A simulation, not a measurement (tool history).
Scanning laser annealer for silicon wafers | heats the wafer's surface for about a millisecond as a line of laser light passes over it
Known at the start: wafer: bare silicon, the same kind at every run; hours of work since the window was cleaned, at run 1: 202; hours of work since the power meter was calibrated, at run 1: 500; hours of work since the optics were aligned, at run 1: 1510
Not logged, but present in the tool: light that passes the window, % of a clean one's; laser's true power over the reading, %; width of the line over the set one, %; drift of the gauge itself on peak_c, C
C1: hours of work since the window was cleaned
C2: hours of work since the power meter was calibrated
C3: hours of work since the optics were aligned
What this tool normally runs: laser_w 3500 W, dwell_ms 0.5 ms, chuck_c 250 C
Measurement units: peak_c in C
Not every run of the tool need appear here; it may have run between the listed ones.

Run 1, hour 0: usual settings; C1 202; C2 500; C3 1510. Result: peak_c 988 C.
Run 2, hour 14: usual settings; C1 213; C2 511; C3 1520. Result: peak_c 987 C.
Run 3, hour 35.4: usual settings; C1 230; C2 528; C3 1537. Result: peak_c 985 C.
Run 4, hour 57.9: usual settings; C1 247; C2 545; C3 1555. Result: peak_c 985 C.
Run 5, hour 74.8: usual settings; C1 261; C2 558; C3 1568. Result: peak_c 988 C.
Run 6, hour 96.8: usual settings; C1 278; C2 576; C3 1585. Result: peak_c 987 C.
Run 7, hour 108.5: usual settings; C1 287; C2 585; C3 1594. Result: peak_c 983 C.
Run 8, hour 124.2: usual settings but laser_w 3371 W; C1 299; C2 597; C3 1606. Result: peak_c 945 C.
Run 9, hour 135.9: usual settings but chuck_c 236 C; C1 308; C2 606; C3 1615. Result: peak_c 969 C.
Run 10, hour 155.5: usual settings but chuck_c 236 C; C1 323; C2 621; C3 1630. Result: peak_c 964 C.
At hour 176.1: optics aligned, line set to its width.
Run 11, hour 177.3: usual settings but chuck_c 236 C; C1 336; C2 634; C3 1. Result: peak_c 979 C.
Run 12, hour 192.5: usual settings but laser_w 3704 W; C1 348; C2 646; C3 13. Result: peak_c 1052 C.
Run 13, hour 209.7: usual settings but laser_w 3704 W; C1 362; C2 659; C3 26. Result: peak_c 1053 C.
Run 14, hour 223.4: usual settings but laser_w 3704 W; C1 372; C2 670; C3 37. Result: peak_c 1055 C.
Run 15, hour 245: usual settings but laser_w 3704 W; C1 389; C2 687; C3 54. Result: peak_c 1048 C.
Run 16, hour 266.2: usual settings but laser_w 3704 W, dwell_ms 0.385 ms; C1 406; C2 703; C3 70. Result: peak_c 953 C.
Run 17, hour 286.3: usual settings but laser_w 3704 W, dwell_ms 0.385 ms; C1 421; C2 719; C3 86. Result: peak_c 952 C.
Run 18, hour 300.2: usual settings but laser_w 3066 W, dwell_ms 0.565 ms, chuck_c 234 C; C1 432; C2 730; C3 97. Result: peak_c 888 C.
Run 19, hour 316.9: usual settings but laser_w 3134 W, dwell_ms 0.352 ms, chuck_c 239 C; C1 445; C2 743; C3 110. Result: peak_c 773 C.
Run 20, hour 329.5: usual settings but laser_w 3134 W, dwell_ms 0.352 ms, chuck_c 284 C; C1 455; C2 753; C3 119. Result: peak_c 820 C.
Run 21, hour 351.3: usual settings but laser_w 3356 W, dwell_ms 0.568 ms, chuck_c 284 C; C1 472; C2 770; C3 136. Result: peak_c 1022 C.
Run 22, hour 372.5: usual settings but laser_w 3411 W, dwell_ms 0.396 ms, chuck_c 211 C; C1 488; C2 786; C3 153. Result: peak_c 845 C.
Run 23, hour 391.3: usual settings but laser_w 3491 W, chuck_c 230 C; C1 503; C2 801; C3 167. Result: peak_c 965 C.
Run 24, hour 404: usual settings but laser_w 3491 W, dwell_ms 0.359 ms, chuck_c 230 C; C1 513; C2 811; C3 177. Result: peak_c 852 C.
Run 25, hour 424.3: usual settings but laser_w 3491 W, dwell_ms 0.359 ms, chuck_c 212 C; C1 529; C2 826; C3 193. Result: peak_c 834 C.
Run 26, hour 434.9: usual settings but laser_w 3491 W, dwell_ms 0.359 ms, chuck_c 212 C; C1 537; C2 835; C3 201. Result: peak_c 834 C.
Run 27, hour 454.2: usual settings but laser_w 3003 W; C1 552; C2 850; C3 216. Result: peak_c 842 C.
Run 28, hour 468.1: usual settings but laser_w 3408 W, chuck_c 213 C; C1 563; C2 860; C3 227. Result: peak_c 919 C.
Run 29, hour 492.3: usual settings but dwell_ms 0.443 ms, chuck_c 280 C; C1 581; C2 879; C3 246. Result: peak_c 965 C.
At hour 502.6: window over the wafer cleaned.
Run 30, hour 517.6: usual settings but laser_w 3774 W, dwell_ms 0.449 ms; C1 12; C2 897; C3 264. Result: peak_c 1049 C.
Run 31, hour 541: usual settings but laser_w 3774 W, dwell_ms 0.449 ms; C1 30; C2 916; C3 282. Result: peak_c 1045 C.
Run 32, hour 566.4: usual settings but laser_w 3024 W, dwell_ms 0.481 ms; C1 50; C2 935; C3 302. Result: peak_c 861 C.
Run 33, hour 581.4: usual settings but laser_w 3024 W, dwell_ms 0.481 ms; C1 61; C2 947; C3 314. Result: peak_c 857 C.

Hidden state or all else? Some run-to-run changes of peak_c, split into what the settings, what came in and random variation would give without the hidden state, and what is left for the hidden state (with any gauge scatter that isn't in both results):
Run 10 -> 11: optics aligned, line set to its width. peak_c +15 C: hidden state +14, all else +1.
Run 20 -> 21: laser_w 3134 -> 3356, dwell_ms 0.352 -> 0.568. peak_c +202 C: hidden state -10, all else +212.
Run 21 -> 22: laser_w 3356 -> 3411, dwell_ms 0.568 -> 0.396, chuck_c 284 -> 211. peak_c -177 C: hidden state +4, all else -181.
Run 29 -> 30: laser_w 3500 -> 3774, dwell_ms 0.443 -> 0.449, chuck_c 280 -> 250, window over the wafer cleaned. peak_c +84 C: hidden state +28, all else +56.
Run 31 -> 32: laser_w 3774 -> 3024, dwell_ms 0.449 -> 0.481. peak_c -184 C: hidden state +1, all else -185.
